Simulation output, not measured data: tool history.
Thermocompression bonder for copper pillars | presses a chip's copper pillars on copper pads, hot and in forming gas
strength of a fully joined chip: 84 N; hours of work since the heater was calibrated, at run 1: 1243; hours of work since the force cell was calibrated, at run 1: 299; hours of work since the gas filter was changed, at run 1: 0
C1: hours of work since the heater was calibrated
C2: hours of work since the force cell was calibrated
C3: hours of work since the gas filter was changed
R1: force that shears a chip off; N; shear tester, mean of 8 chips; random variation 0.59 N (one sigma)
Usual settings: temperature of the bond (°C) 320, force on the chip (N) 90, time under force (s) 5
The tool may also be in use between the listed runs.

{"run": 1, "hour": 0.0, "temperature of the bond (°C)": 320, "force on the chip (N)": 90, "time under force (s)": 5, "C1": 1243, "C2": 299, "C3": 0, "R1": 28.7}
{"run": 2, "hour": 62.3, "temperature of the bond (°C)": 320, "force on the chip (N)": 90, "time under force (s)": 5, "C1": 1269, "C2": 325, "C3": 26, "R1": 29.3}
{"run": 3, "hour": 149.0, "temperature of the bond (°C)": 320, "force on the chip (N)": 90, "time under force (s)": 5, "C1": 1305, "C2": 361, "C3": 62, "R1": 28.7}
{"run": 4, "hour": 228.2, "temperature of the bond (°C)": 320, "force on the chip (N)": 90, "time under force (s)": 5, "C1": 1338, "C2": 393, "C3": 95, "R1": 27.6}
{"run": 5, "hour": 267.2, "temperature of the bond (°C)": 320, "force on the chip (N)": 90, "time under force (s)": 4, "C1": 1354, "C2": 410, "C3": 111, "R1": 24.6}
{"hour": 324.9, "done": "forming gas filter changed"}
{"run": 6, "hour": 348.5, "temperature of the bond (°C)": 320, "force on the chip (N)": 90, "time under force (s)": 4, "C1": 1387, "C2": 443, "C3": 10, "R1": 27.7}
{"run": 7, "hour": 404.4, "temperature of the bond (°C)": 320, "force on the chip (N)": 90, "time under force (s)": 4, "C1": 1411, "C2": 467, "C3": 33, "R1": 27}
{"run": 8, "hour": 494.7, "temperature of the bond (°C)": 320, "force on the chip (N)": 90, "time under force (s)": 4, "C1": 1448, "C2": 504, "C3": 71, "R1": 24.6}
{"run": 9, "hour": 544.2, "temperature of the bond (°C)": 320, "force on the chip (N)": 90, "time under force (s)": 4, "C1": 1469, "C2": 525, "C3": 91, "R1": 26.2}
{"run": 10, "hour": 626.3, "temperature of the bond (°C)": 320, "force on the chip (N)": 90, "time under force (s)": 4, "C1": 1503, "C2": 559, "C3": 125, "R1": 24}
{"hour": 645.0, "done": "forming gas filter changed"}
{"run": 11, "hour": 697.0, "temperature of the bond (°C)": 320, "force on the chip (N)": 90, "time under force (s)": 4, "C1": 1532, "C2": 588, "C3": 22, "R1": 27.4}
{"run": 12, "hour": 786.3, "temperature of the bond (°C)": 320, "force on the chip (N)": 90, "time under force (s)": 4, "C1": 1569, "C2": 625, "C3": 59, "R1": 24.7}
{"run": 13, "hour": 824.1, "temperature of the bond (°C)": 320, "force on the chip (N)": 76, "time under force (s)": 5, "C1": 1585, "C2": 641, "C3": 74, "R1": 24.9}
{"run": 14, "hour": 915.4, "temperature of the bond (°C)": 320, "force on the chip (N)": 90, "time under force (s)": 5, "C1": 1623, "C2": 679, "C3": 112, "R1": 26.6}
{"hour": 935.3, "done": "heater calibrated with a thermocouple chip"}
{"hour": 970.4, "done": "forming gas filter changed"}
{"run": 15, "hour": 985.0, "temperature of the bond (°C)": 320, "force on the chip (N)": 90, "time under force (s)": 5, "C1": 20, "C2": 707, "C3": 6, "R1": 30}
{"run": 16, "hour": 1036.1, "temperature of the bond (°C)": 320, "force on the chip (N)": 90, "time under force (s)": 8, "C1": 42, "C2": 728, "C3": 27, "R1": 34.6}
{"run": 17, "hour": 1124.8, "temperature of the bond (°C)": 320, "force on the chip (N)": 90, "time under force (s)": 8, "C1": 79, "C2": 765, "C3": 64, "R1": 32.9}
{"run": 18, "hour": 1191.4, "temperature of the bond (°C)": 320, "force on the chip (N)": 90, "time under force (s)": 8, "C1": 106, "C2": 792, "C3": 92, "R1": 32.1}
{"run": 19, "hour": 1268.8, "temperature of the bond (°C)": 320, "force on the chip (N)": 90, "time under force (s)": 3, "C1": 138, "C2": 824, "C3": 124, "R1": 21.6}
{"hour": 1287.7, "done": "heater calibrated with a thermocouple chip, once more"}
{"hour": 1293.8, "done": "forming gas filter changed"}
{"run": 20, "hour": 1359.6, "temperature of the bond (°C)": 326, "force on the chip (N)": 86, "time under force (s)": 13, "C1": 30, "C2": 861, "C3": 27, "R1": 46.8}
{"run": 21, "hour": 1414.8, "temperature of the bond (°C)": 307, "force on the chip (N)": 85, "time under force (s)": 15, "C1": 53, "C2": 884, "C3": 50, "R1": 37.9}
{"run": 22, "hour": 1459.5, "temperature of the bond (°C)": 299, "force on the chip (N)": 90, "time under force (s)": 5, "C1": 71, "C2": 903, "C3": 69, "R1": 22.3}
{"run": 23, "hour": 1530.4, "temperature of the bond (°C)": 299, "force on the chip (N)": 90, "time under force (s)": 5, "C1": 101, "C2": 932, "C3": 98, "R1": 21}
{"run": 24, "hour": 1575.9, "temperature of the bond (°C)": 299, "force on the chip (N)": 90, "time under force (s)": 5, "C1": 120, "C2": 951, "C3": 117, "R1": 20.9}
{"hour": 1620.6, "done": "forming gas filter changed"}
{"run": 25, "hour": 1632.8, "temperature of the bond (°C)": 299, "force on the chip (N)": 90, "time under force (s)": 5, "C1": 143, "C2": 974, "C3": 5, "R1": 23}
{"run": 26, "hour": 1717.8, "temperature of the bond (°C)": 299, "force on the chip (N)": 90, "time under force (s)": 5, "C1": 178, "C2": 1010, "C3": 40, "R1": 22.2}
{"run": 27, "hour": 1798.9, "temperature of the bond (°C)": 327, "force on the chip (N)": 90, "time under force (s)": 5, "C1": 212, "C2": 1043, "C3": 74, "R1": 33.5}
{"run": 28, "hour": 1854.8, "temperature of the bond (°C)": 327, "force on the chip (N)": 90, "time under force (s)": 5, "C1": 235, "C2": 1067, "C3": 97, "R1": 30.7}
{"run": 29, "hour": 1921.7, "temperature of the bond (°C)": 327, "force on the chip (N)": 90, "time under force (s)": 5, "C1": 263, "C2": 1095, "C3": 125, "R1": 30.9}
{"hour": 1944.2, "done": "forming gas filter changed"}
{"run": 30, "hour": 2005.5, "temperature of the bond (°C)": 320, "force on the chip (N)": 61, "time under force (s)": 11, "C1": 298, "C2": 1129, "C3": 25, "R1": 33}
{"run": 31, "hour": 2085.0, "temperature of the bond (°C)": 320, "force on the chip (N)": 55, "time under force (s)": 11, "C1": 331, "C2": 1162, "C3": 59, "R1": 31}
{"run": 32, "hour": 2150.1, "temperature of the bond (°C)": 320, "force on the chip (N)": 93, "time under force (s)": 5, "C1": 358, "C2": 1189, "C3": 86, "R1": 31.3}
{"run": 33, "hour": 2238.2, "temperature of the bond (°C)": 320, "force on the chip (N)": 93, "time under force (s)": 9, "C1": 394, "C2": 1226, "C3": 122, "R1": 36.4}
{"hour": 2263.7, "done": "forming gas filter changed"}
{"run": 34, "hour": 2283.6, "temperature of the bond (°C)": 328, "force on the chip (N)": 58, "time under force (s)": 5, "C1": 413, "C2": 1245, "C3": 8, "R1": 27.2}
{"run": 35, "hour": 2363.9, "temperature of the bond (°C)": 325, "force on the chip (N)": 77, "time under force (s)": 5, "C1": 446, "C2": 1278, "C3": 42, "R1": 28.9}
{"hour": 2371.8, "done": "force cell calibrated"}
{"run": 36, "hour": 2426.7, "temperature of the bond (°C)": 325, "force on the chip (N)": 77, "time under force (s)": 5, "C1": 472, "C2": 23, "C3": 67, "R1": 28.2}
{"run": 37, "hour": 2498.1, "temperature of the bond (°C)": 348, "force on the chip (N)": 91, "time under force (s)": 5, "C1": 502, "C2": 52, "C3": 97, "R1": 39.8}
{"hour": 2584.5, "done": "forming gas filter changed"}
{"run": 38, "hour": 2585.0, "temperature of the bond (°C)": 348, "force on the chip (N)": 91, "time under force (s)": 5, "C1": 537, "C2": 88, "C3": 0, "R1": 43.4}

Forecast each of these 3 alternatives for the next run:
{"run": "A", "hour": 2644.0, "temperature of the bond (°C)": 302, "force on the chip (N)": 68, "time under force (s)": 5, "C1": 562, "C2": 113, "C3": 25, "R1": "?"}
{"run": "B", "hour": 2644.0, "temperature of the bond (°C)": 348, "force on the chip (N)": 71, "time under force (s)": 5, "C1": 562, "C2": 113, "C3": 25, "R1": "?"}
{"run": "C", "hour": 2644.0, "temperature of the bond (°C)": 348, "force on the chip (N)": 133, "time under force (s)": 10, "C1": 562, "C2": 113, "C3": 25, "R1": "?"}

run=A R1=19.1
run=B R1=35.4
run=C R1=63
Without the tool's hidden state the same runs would have given:
run=A R1=19.9
run=B R1=36.7
run=C R1=65
